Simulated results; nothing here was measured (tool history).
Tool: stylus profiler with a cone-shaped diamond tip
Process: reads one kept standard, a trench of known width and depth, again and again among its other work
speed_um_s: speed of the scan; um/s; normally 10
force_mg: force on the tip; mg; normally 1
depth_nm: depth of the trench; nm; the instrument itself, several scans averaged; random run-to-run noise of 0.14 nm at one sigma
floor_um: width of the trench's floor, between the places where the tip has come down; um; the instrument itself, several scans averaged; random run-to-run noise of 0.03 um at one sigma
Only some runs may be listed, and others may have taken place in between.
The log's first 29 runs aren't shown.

Run 30, hour 344.2: usual settings but force_mg 1.87 mg. Result: depth_nm 502.56 nm, floor_um 16.46 um.
Run 31, hour 353.1: usual settings but speed_um_s 4 um/s, force_mg 1.65 mg. Result: depth_nm 502.49 nm, floor_um 16.5 um.
Run 32, hour 368.6: usual settings but speed_um_s 4 um/s, force_mg 1.65 mg. Result: depth_nm 502.46 nm, floor_um 16.45 um.
Run 33, hour 382.3: usual settings but speed_um_s 4 um/s, force_mg 1.65 mg. Result: depth_nm 502.2 nm, floor_um 16.5 um.
Run 34, hour 392.6: usual settings but speed_um_s 28 um/s, force_mg 1.66 mg. Result: depth_nm 502.59 nm, floor_um 16.37 um.
Run 35, hour 401: usual settings but speed_um_s 16 um/s, force_mg 0.52 mg. Result: depth_nm 501.05 nm, floor_um 16.4 um.
Run 36, hour 412.7: usual settings but speed_um_s 22 um/s, force_mg 1.71 mg. Result: depth_nm 502.47 nm, floor_um 16.37 um.
Run 37, hour 428.9: usual settings but speed_um_s 9 um/s, force_mg 2.99 mg. Result: depth_nm 503.88 nm, floor_um 16.4 um.
Run 38, hour 437.1: usual settings but speed_um_s 9 um/s, force_mg 2.99 mg. Result: depth_nm 503.9 nm, floor_um 16.44 um.
Run 39, hour 446.3: usual settings but speed_um_s 24 um/s, force_mg 0.7 mg. Result: depth_nm 501.34 nm, floor_um 16.33 um.
Run 40, hour 462.6: usual settings but speed_um_s 4 um/s, force_mg 0.68 mg. Result: depth_nm 501.32 nm, floor_um 16.4 um.
Run 41, hour 478.2: usual settings but speed_um_s 25 um/s, force_mg 0.76 mg. Result: depth_nm 501.2 nm, floor_um 16.3 um.
Run 42, hour 493.5: usual settings but speed_um_s 6 um/s, force_mg 0.86 mg. Result: depth_nm 501.31 nm, floor_um 16.39 um.
Run 43, hour 505.9: usual settings but speed_um_s 6 um/s, force_mg 0.86 mg. Result: depth_nm 501.33 nm, floor_um 16.32 um.
Run 44, hour 522.5: usual settings but speed_um_s 7 um/s, force_mg 0.44 mg. Result: depth_nm 500.76 nm, floor_um 16.34 um.
Run 45, hour 538.3: usual settings but speed_um_s 37 um/s, force_mg 2.83 mg. Result: depth_nm 503.58 nm, floor_um 16.31 um.
Run 46, hour 548.5: usual settings but speed_um_s 14 um/s, force_mg 0.67 mg. Result: depth_nm 501.18 nm, floor_um 16.33 um.
Run 47, hour 555.7: usual settings but speed_um_s 7 um/s, force_mg 0.4 mg. Result: depth_nm 500.79 nm, floor_um 16.39 um.

Here are 3 independent what-if runs from the current tool condition. What would each one return?
Run A, hour 566.6: usual settings but speed_um_s 4 um/s, force_mg 2.68 mg. Result: depth_nm ?, floor_um ?.
Run B, hour 566.6: usual settings but speed_um_s 8 um/s, force_mg 0.87 mg. Result: depth_nm ?, floor_um ?.
Run C, hour 566.6: usual settings but speed_um_s 17 um/s, force_mg 0.77 mg. Result: depth_nm ?, floor_um ?.

run  depth_nm  floor_um
  A    503.63     16.36
  B    501.33     16.29
  C    501.14     16.28
With the hidden condition removed and each run's random variation left untouched, the same runs would have given:
run  depth_nm  floor_um
  A    504.01     16.96
  B     501.7      16.9
  C    501.52     16.88

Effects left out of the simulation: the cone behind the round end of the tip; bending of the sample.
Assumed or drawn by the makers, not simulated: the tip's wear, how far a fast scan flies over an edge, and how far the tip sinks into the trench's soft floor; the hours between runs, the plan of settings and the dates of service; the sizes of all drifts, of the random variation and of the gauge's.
